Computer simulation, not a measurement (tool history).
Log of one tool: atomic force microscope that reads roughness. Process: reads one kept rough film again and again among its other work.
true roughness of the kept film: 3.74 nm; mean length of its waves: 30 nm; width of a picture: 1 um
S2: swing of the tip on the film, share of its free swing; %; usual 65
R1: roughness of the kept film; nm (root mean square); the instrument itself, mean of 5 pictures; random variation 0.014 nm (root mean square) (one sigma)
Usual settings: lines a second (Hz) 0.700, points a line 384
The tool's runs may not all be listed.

{"run": 1, "hour": 0.0, "lines a second (Hz)": 0.7, "S2": 65, "points a line": 384, "R1": 2.932}
{"run": 2, "hour": 11.2, "lines a second (Hz)": 0.7, "S2": 65, "points a line": 384, "R1": 2.832}
{"run": 3, "hour": 19.5, "lines a second (Hz)": 0.7, "S2": 65, "points a line": 384, "R1": 2.783}
{"run": 4, "hour": 26.2, "lines a second (Hz)": 0.7, "S2": 65, "points a line": 384, "R1": 2.735}
{"run": 5, "hour": 34.7, "lines a second (Hz)": 0.7, "S2": 65, "points a line": 384, "R1": 2.69}
{"run": 6, "hour": 45.0, "lines a second (Hz)": 0.7, "S2": 65, "points a line": 384, "R1": 2.625}
{"hour": 55.1, "done": "new tip fitted"}
{"run": 7, "hour": 59.5, "lines a second (Hz)": 0.7, "S2": 65, "points a line": 894, "R1": 3.286}
{"run": 8, "hour": 67.7, "lines a second (Hz)": 0.768, "S2": 65, "points a line": 384, "R1": 3.178}
{"run": 9, "hour": 73.8, "lines a second (Hz)": 0.768, "S2": 65, "points a line": 384, "R1": 3.136}
{"run": 10, "hour": 84.7, "lines a second (Hz)": 0.7, "S2": 65, "points a line": 384, "R1": 3.05}
{"run": 11, "hour": 97.3, "lines a second (Hz)": 0.7, "S2": 65, "points a line": 384, "R1": 2.943}
{"run": 12, "hour": 105.0, "lines a second (Hz)": 0.7, "S2": 64, "points a line": 384, "R1": 2.894}
{"run": 13, "hour": 118.9, "lines a second (Hz)": 0.7, "S2": 65, "points a line": 384, "R1": 2.759}
{"run": 14, "hour": 125.9, "lines a second (Hz)": 0.7, "S2": 65, "points a line": 384, "R1": 2.712}
{"run": 15, "hour": 137.0, "lines a second (Hz)": 0.7, "S2": 65, "points a line": 384, "R1": 2.648}
{"run": 16, "hour": 143.3, "lines a second (Hz)": 0.7, "S2": 65, "points a line": 384, "R1": 2.615}
{"run": 17, "hour": 155.9, "lines a second (Hz)": 0.7, "S2": 65, "points a line": 384, "R1": 2.545}
{"hour": 158.2, "done": "new tip fitted"}
{"run": 18, "hour": 169.9, "lines a second (Hz)": 0.7, "S2": 65, "points a line": 384, "R1": 3.192}
{"run": 19, "hour": 180.9, "lines a second (Hz)": 0.686, "S2": 65, "points a line": 384, "R1": 3.07}
{"run": 20, "hour": 192.0, "lines a second (Hz)": 0.7, "S2": 85, "points a line": 384, "R1": 2.948}
{"run": 21, "hour": 202.0, "lines a second (Hz)": 0.7, "S2": 85, "points a line": 384, "R1": 2.877}
{"run": 22, "hour": 210.4, "lines a second (Hz)": 0.7, "S2": 65, "points a line": 384, "R1": 2.856}
{"run": 23, "hour": 224.2, "lines a second (Hz)": 0.7, "S2": 65, "points a line": 734, "R1": 2.771}
{"run": 24, "hour": 236.5, "lines a second (Hz)": 0.7, "S2": 65, "points a line": 734, "R1": 2.703}
{"run": 25, "hour": 242.6, "lines a second (Hz)": 0.7, "S2": 74, "points a line": 734, "R1": 2.626}
{"run": 26, "hour": 250.1, "lines a second (Hz)": 0.7, "S2": 65, "points a line": 384, "R1": 2.605}
{"run": 27, "hour": 257.6, "lines a second (Hz)": 3.761, "S2": 74, "points a line": 299, "R1": 2.376}
{"hour": 261.7, "done": "new tip fitted"}
{"run": 28, "hour": 268.1, "lines a second (Hz)": 0.7, "S2": 82, "points a line": 412, "R1": 3.195}
{"run": 29, "hour": 281.2, "lines a second (Hz)": 0.7, "S2": 82, "points a line": 412, "R1": 3.077}
{"run": 30, "hour": 289.5, "lines a second (Hz)": 3.269, "S2": 72, "points a line": 327, "R1": 2.855}
{"hour": 291.3, "done": "height scale calibrated on a step standard"}
{"run": 31, "hour": 296.6, "lines a second (Hz)": 1.874, "S2": 74, "points a line": 557, "R1": 2.92}
{"run": 32, "hour": 306.3, "lines a second (Hz)": 0.866, "S2": 68, "points a line": 594, "R1": 2.905}
{"run": 33, "hour": 320.6, "lines a second (Hz)": 0.866, "S2": 68, "points a line": 594, "R1": 2.825}
{"run": 34, "hour": 327.0, "lines a second (Hz)": 1.725, "S2": 69, "points a line": 530, "R1": 2.724}
{"run": 35, "hour": 338.6, "lines a second (Hz)": 1.725, "S2": 69, "points a line": 530, "R1": 2.631}
{"run": 36, "hour": 351.3, "lines a second (Hz)": 0.87, "S2": 73, "points a line": 294, "R1": 2.583}
{"hour": 365.9, "done": "new tip fitted"}
{"run": 37, "hour": 365.9, "lines a second (Hz)": 0.798, "S2": 86, "points a line": 634, "R1": 3.231}
{"run": 38, "hour": 378.0, "lines a second (Hz)": 2.444, "S2": 81, "points a line": 539, "R1": 2.963}
{"hour": 380.4, "done": "height scale calibrated on a step standard, once more"}
{"run": 39, "hour": 386.6, "lines a second (Hz)": 1.2, "S2": 68, "points a line": 296, "R1": 3.073}
{"run": 40, "hour": 396.5, "lines a second (Hz)": 2.578, "S2": 74, "points a line": 674, "R1": 2.892}
{"run": 41, "hour": 410.8, "lines a second (Hz)": 2.578, "S2": 74, "points a line": 674, "R1": 2.802}
{"run": 42, "hour": 419.0, "lines a second (Hz)": 2.578, "S2": 74, "points a line": 674, "R1": 2.723}
{"run": 43, "hour": 429.2, "lines a second (Hz)": 0.7, "S2": 69, "points a line": 388, "R1": 2.779}
{"run": 44, "hour": 441.2, "lines a second (Hz)": 1.015, "S2": 65, "points a line": 282, "R1": 2.667}
{"run": 45, "hour": 448.1, "lines a second (Hz)": 0.7, "S2": 65, "points a line": 683, "R1": 2.658}
{"run": 46, "hour": 454.2, "lines a second (Hz)": 3.497, "S2": 67, "points a line": 266, "R1": 2.495}
{"run": 47, "hour": 465.1, "lines a second (Hz)": 1.468, "S2": 74, "points a line": 620, "R1": 2.516}
{"hour": 470.0, "done": "new tip fitted"}
{"run": 48, "hour": 472.1, "lines a second (Hz)": 2.412, "S2": 66, "points a line": 384, "R1": 3.175}
{"run": 49, "hour": 479.5, "lines a second (Hz)": 2.424, "S2": 78, "points a line": 506, "R1": 3.029}
{"run": 50, "hour": 489.6, "lines a second (Hz)": 2.424, "S2": 78, "points a line": 506, "R1": 2.932}
{"run": 51, "hour": 501.0, "lines a second (Hz)": 2.424, "S2": 78, "points a line": 506, "R1": 2.856}
{"run": 52, "hour": 515.7, "lines a second (Hz)": 2.424, "S2": 78, "points a line": 506, "R1": 2.718}

3 ways to go on from here, each from the tool as it stands after run 52. What would each give?
{"run": "A", "hour": 529.3, "lines a second (Hz)": 3.443, "S2": 65, "points a line": 622, "R1": "?"}
{"run": "B", "hour": 529.3, "lines a second (Hz)": 1.147, "S2": 78, "points a line": 506, "R1": "?"}
{"run": "C", "hour": 529.3, "lines a second (Hz)": 0.717, "S2": 63, "points a line": 498, "R1": "?"}

run=A R1=2.715
run=B R1=2.756
run=C R1=2.812
Without the tool's hidden state the same runs would have given:
run=A R1=3.198
run=B R1=3.247
run=C R1=3.313
